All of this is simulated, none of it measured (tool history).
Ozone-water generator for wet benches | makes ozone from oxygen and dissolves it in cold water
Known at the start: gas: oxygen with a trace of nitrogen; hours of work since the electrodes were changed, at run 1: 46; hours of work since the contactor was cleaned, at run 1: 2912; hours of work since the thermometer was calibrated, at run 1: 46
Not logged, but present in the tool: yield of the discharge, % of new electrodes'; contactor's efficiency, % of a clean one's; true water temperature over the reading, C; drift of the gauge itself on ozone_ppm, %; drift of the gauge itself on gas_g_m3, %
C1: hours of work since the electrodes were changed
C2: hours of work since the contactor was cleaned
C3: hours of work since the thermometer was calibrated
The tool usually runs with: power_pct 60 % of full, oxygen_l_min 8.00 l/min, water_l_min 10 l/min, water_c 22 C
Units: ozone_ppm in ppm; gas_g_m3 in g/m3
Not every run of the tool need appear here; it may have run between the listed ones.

Run 1, hour 0.0: usual settings; C1 46; C2 2912; C3 46. Result: ozone_ppm 26.5 ppm, gas_g_m3 184.9 g/m3.
Run 2, hour 105.5: usual settings; C1 115; C2 2981; C3 115. Result: ozone_ppm 26.8 ppm, gas_g_m3 183.2 g/m3.
Run 3, hour 215.9: usual settings; C1 187; C2 3053; C3 187. Result: ozone_ppm 26.9 ppm, gas_g_m3 180.9 g/m3.
Run 4, hour 336.3: usual settings; C1 266; C2 3132; C3 266. Result: ozone_ppm 26.9 ppm, gas_g_m3 181.9 g/m3.
Run 5, hour 397.9: usual settings; C1 306; C2 3172; C3 306. Result: ozone_ppm 26.7 ppm, gas_g_m3 181.3 g/m3.
Run 6, hour 521.3: usual settings; C1 386; C2 3252; C3 386. Result: ozone_ppm 26.3 ppm, gas_g_m3 181.5 g/m3.
Run 7, hour 582.3: usual settings but water_l_min 7 l/min; C1 426; C2 3292; C3 426. Result: ozone_ppm 31.3 ppm, gas_g_m3 182.0 g/m3.
Run 8, hour 678.8: usual settings but water_l_min 7 l/min; C1 489; C2 3355; C3 489. Result: ozone_ppm 31.4 ppm, gas_g_m3 180.8 g/m3.
Run 9, hour 793.4: usual settings but oxygen_l_min 13.62 l/min, water_l_min 7 l/min; C1 564; C2 3430; C3 564. Result: ozone_ppm 28.4 ppm, gas_g_m3 152.8 g/m3.
Run 10, hour 859.4: usual settings but oxygen_l_min 13.62 l/min, water_l_min 7 l/min; C1 607; C2 3473; C3 607. Result: ozone_ppm 28.1 ppm, gas_g_m3 149.2 g/m3.
Run 11, hour 926.9: usual settings but oxygen_l_min 13.62 l/min, water_l_min 7 l/min; C1 651; C2 3517; C3 651. Result: ozone_ppm 28.7 ppm, gas_g_m3 152.0 g/m3.
Run 12, hour 1051.7: usual settings but oxygen_l_min 13.62 l/min, water_l_min 7 l/min; C1 733; C2 3599; C3 733. Result: ozone_ppm 28.5 ppm, gas_g_m3 149.5 g/m3.
Run 13, hour 1136.5: usual settings but oxygen_l_min 13.62 l/min, water_l_min 7 l/min; C1 788; C2 3654; C3 788. Result: ozone_ppm 27.9 ppm, gas_g_m3 149.5 g/m3.
Run 14, hour 1256.6: usual settings but power_pct 65 % of full; C1 867; C2 3732; C3 867. Result: ozone_ppm 28.2 ppm, gas_g_m3 191.4 g/m3.
Run 15, hour 1354.8: usual settings but power_pct 65 % of full; C1 931; C2 3797; C3 931. Result: ozone_ppm 27.9 ppm, gas_g_m3 189.8 g/m3.
Run 16, hour 1479.4: usual settings but power_pct 59 % of full, oxygen_l_min 14.18 l/min, water_l_min 7 l/min, water_c 26 C; C1 1012; C2 3878; C3 1012. Result: ozone_ppm 24.7 ppm, gas_g_m3 145.8 g/m3.
Run 17, hour 1579.8: usual settings but oxygen_l_min 13.96 l/min, water_c 21 C; C1 1078; C2 3943; C3 1078. Result: ozone_ppm 25.5 ppm, gas_g_m3 147.9 g/m3.
Run 18, hour 1666.1: usual settings but oxygen_l_min 13.96 l/min, water_c 21 C; C1 1134; C2 4000; C3 1134. Result: ozone_ppm 25.1 ppm, gas_g_m3 148.5 g/m3.
Run 19, hour 1761.4: usual settings but oxygen_l_min 13.96 l/min, water_c 21 C; C1 1196; C2 4062; C3 1196. Result: ozone_ppm 24.9 ppm, gas_g_m3 148.6 g/m3.
Run 20, hour 1840.7: usual settings but oxygen_l_min 13.96 l/min, water_l_min 7 l/min, water_c 26 C; C1 1248; C2 4114; C3 1248. Result: ozone_ppm 24.9 ppm, gas_g_m3 145.1 g/m3.
Run 21, hour 1934.9: usual settings but power_pct 58 % of full, oxygen_l_min 4.40 l/min, water_c 19 C; C1 1309; C2 4175; C3 1309. Result: ozone_ppm 27.4 ppm, gas_g_m3 214.1 g/m3.
Run 22, hour 1992.2: usual settings but oxygen_l_min 5.25 l/min, water_l_min 11 l/min, water_c 17 C; C1 1347; C2 4213; C3 1347. Result: ozone_ppm 27.4 ppm, gas_g_m3 204.9 g/m3.
Run 23, hour 2067.4: usual settings but power_pct 42 % of full, oxygen_l_min 8.57 l/min, water_l_min 9 l/min, water_c 20 C; C1 1396; C2 4262; C3 1396. Result: ozone_ppm 21.5 ppm, gas_g_m3 131.2 g/m3.
Run 24, hour 2145.8: usual settings but power_pct 41 % of full, oxygen_l_min 4.28 l/min, water_l_min 6 l/min, water_c 16 C; C1 1447; C2 4313; C3 1447. Result: ozone_ppm 30.6 ppm, gas_g_m3 165.8 g/m3.
Run 25, hour 2261.7: usual settings but power_pct 42 % of full, oxygen_l_min 13.21 l/min, water_c 15 C; C1 1523; C2 4389; C3 1523. Result: ozone_ppm 22.5 ppm, gas_g_m3 113.8 g/m3.
Run 26, hour 2329.3: usual settings but oxygen_l_min 4.77 l/min, water_c 16 C; C1 1567; C2 4433; C3 1567. Result: ozone_ppm 29.1 ppm, gas_g_m3 211.6 g/m3.
Run 27, hour 2403.0: usual settings but oxygen_l_min 13.73 l/min, water_l_min 11 l/min, water_c 16 C; C1 1615; C2 4481; C3 1615. Result: ozone_ppm 27.2 ppm, gas_g_m3 146.6 g/m3.
Run 28, hour 2458.9: usual settings but oxygen_l_min 13.73 l/min, water_l_min 7 l/min, water_c 18 C; C1 1651; C2 4517; C3 1651. Result: ozone_ppm 30.9 ppm, gas_g_m3 147.6 g/m3.

Each row is a separate what-if for the run after 28, all from the same tool condition, not one after another. Results?
Run A, hour 2531.7: usual settings but water_l_min 12 l/min, water_c 18 C; C1 1699; C2 4565; C3 1699. Result: ozone_ppm ?, gas_g_m3 ?.
Run B, hour 2531.7: usual settings but power_pct 55 % of full, oxygen_l_min 13.73 l/min; C1 1699; C2 4565; C3 1699. Result: ozone_ppm ?, gas_g_m3 ?.
Run C, hour 2531.7: usual settings but power_pct 53 % of full, oxygen_l_min 9.73 l/min, water_l_min 13 l/min, water_c 18 C; C1 1699; C2 4565; C3 1699. Result: ozone_ppm ?, gas_g_m3 ?.
Run D, hour 2531.7: usual settings but power_pct 74 % of full, oxygen_l_min 13.73 l/min, water_l_min 8 l/min, water_c 19 C; C1 1699; C2 4565; C3 1699. Result: ozone_ppm ?, gas_g_m3 ?.

run  ozone_ppm  gas_g_m3
  A       25.6     176.3
  B       22.9     136.1
  C       22.2     150.1
  D       33.4     171.6
Without the tool's unlogged condition, the same runs would have read:
run  ozone_ppm  gas_g_m3
  A       27.4     183.8
  B       24.4     141.5
  C       23.6     155.8
  D       35.9     180.2

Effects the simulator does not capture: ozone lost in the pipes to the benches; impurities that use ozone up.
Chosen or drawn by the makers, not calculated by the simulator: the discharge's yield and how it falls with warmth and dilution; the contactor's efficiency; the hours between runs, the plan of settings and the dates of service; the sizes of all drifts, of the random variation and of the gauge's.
